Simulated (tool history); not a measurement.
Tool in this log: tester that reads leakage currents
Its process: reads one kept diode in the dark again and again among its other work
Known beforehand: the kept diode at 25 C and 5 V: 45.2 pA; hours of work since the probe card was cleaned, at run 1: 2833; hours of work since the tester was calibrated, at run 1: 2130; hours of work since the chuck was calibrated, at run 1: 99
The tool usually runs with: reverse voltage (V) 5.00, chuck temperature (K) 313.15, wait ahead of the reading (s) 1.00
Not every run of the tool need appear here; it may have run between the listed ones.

run,hour,reverse voltage (V),chuck temperature (K),wait ahead of the reading (s),hours of work since the probe card was cleaned,hours of work since the tester was calibrated,hours of work since the chuck was calibrated,current that the tester gives (pA)
1,0.0,5.00,313.15,1.00,2833,2130,99,180.43
2,94.6,5.00,313.15,1.00,2908,2205,174,180.86
3,213.6,5.00,313.15,1.00,3002,2300,268,180.57
4,372.2,5.00,313.15,1.00,3128,2426,394,180.08
# hour 480.1: probe card cleaned and baked
5,506.4,5.00,313.15,1.00,21,2530,499,177.48
6,673.2,5.00,313.15,1.00,153,2662,631,176.84
7,746.1,5.00,313.15,1.00,211,2720,689,176.22
8,867.4,5.00,298.15,1.00,308,2817,786,46.03
9,961.4,5.00,313.15,1.00,382,2891,860,176.64
10,1113.1,5.00,313.15,1.00,503,3012,981,175.54
11,1213.6,5.00,313.15,1.00,583,3092,1061,175.65
12,1293.5,5.00,313.15,1.00,646,3155,1124,175.40
13,1371.4,5.00,313.15,1.00,708,3217,1186,175.31
14,1523.3,5.00,313.15,1.00,829,3338,1307,175.24
15,1601.6,5.00,313.15,1.00,891,3400,1369,174.97
# hour 1613.8: tester calibrated
16,1725.9,5.00,332.15,1.00,988,89,1466,829.15
17,1898.8,5.00,332.15,8.59,1126,226,1604,824.84
18,2018.2,5.00,313.15,1.00,1221,321,1698,173.21
19,2105.2,5.00,313.15,1.00,1290,390,1768,172.40
20,2248.6,3.08,313.15,1.35,1404,504,1882,136.23
# hour 2278.7: chuck's temperature calibrated
# hour 2367.6: tester calibrated, once more
21,2371.3,3.08,313.15,1.35,1498,3,72,143.48
22,2449.1,1.26,313.15,3.02,1560,65,134,93.12
23,2576.8,3.96,311.15,1.83,1661,166,235,135.63
24,2689.6,5.00,300.15,1.00,1751,256,325,57.17
25,2772.0,2.77,329.15,0.31,1816,321,390,515.25
26,2933.4,2.77,329.15,0.31,1945,450,519,516.98
27,3033.8,10.07,313.15,0.35,2024,529,598,258.60
28,3139.2,10.07,313.15,0.35,2108,613,682,257.53
29,3222.5,10.07,313.15,0.35,2174,679,748,259.51
30,3301.0,5.82,326.15,1.93,2237,742,811,568.76
31,3383.4,5.00,307.15,1.00,2302,807,876,105.72
32,3541.5,5.00,307.15,1.00,2428,933,1002,105.68
33,3678.3,6.95,313.15,0.46,2537,1042,1111,211.85
34,3847.4,18.72,313.15,1.00,2671,1176,1245,337.51
35,3987.4,18.72,313.15,1.00,2782,1287,1356,337.37
36,4080.1,13.62,310.15,0.71,2856,1361,1430,224.71
37,4188.7,5.00,332.15,1.00,2942,1447,1516,837.17
38,4316.7,5.00,311.15,2.84,3044,1549,1618,147.38

For some of the steps in current that the tester gives (pA) from one run to the next: how much would appear even if the tool had no hidden state, given the settings, what came in and random variation, and how much remains for the hidden state plus any gauge scatter that the measured result and the result without hidden state don't share?
What the log doesn't record here: stray current of the dirty probe card, pA a volt; current scale over the true one, %; true chuck temperature over the reading, C; drift of the gauge itself on leakage_pa, %.
Run 15 -> 16: chuck temperature (K) 313.15 -> 332.15, tester calibrated. current that the tester gives (pA) +654.18: hidden state -28.56, all else +682.74.
Run 17 -> 18: chuck temperature (K) 332.15 -> 313.15, wait ahead of the reading (s) 8.59 -> 1.00. current that the tester gives (pA) -651.63: hidden state +29.73, all else -681.36.
Run 36 -> 37: reverse voltage (V) 13.62 -> 5.00, chuck temperature (K) 310.15 -> 332.15, wait ahead of the reading (s) 0.71 -> 1.00. current that the tester gives (pA) +612.46: hidden state -26.80, all else +639.26.
Run 37 -> 38: chuck temperature (K) 332.15 -> 311.15, wait ahead of the reading (s) 1.00 -> 2.84. current that the tester gives (pA) -689.79: hidden state +25.58, all else -715.37.
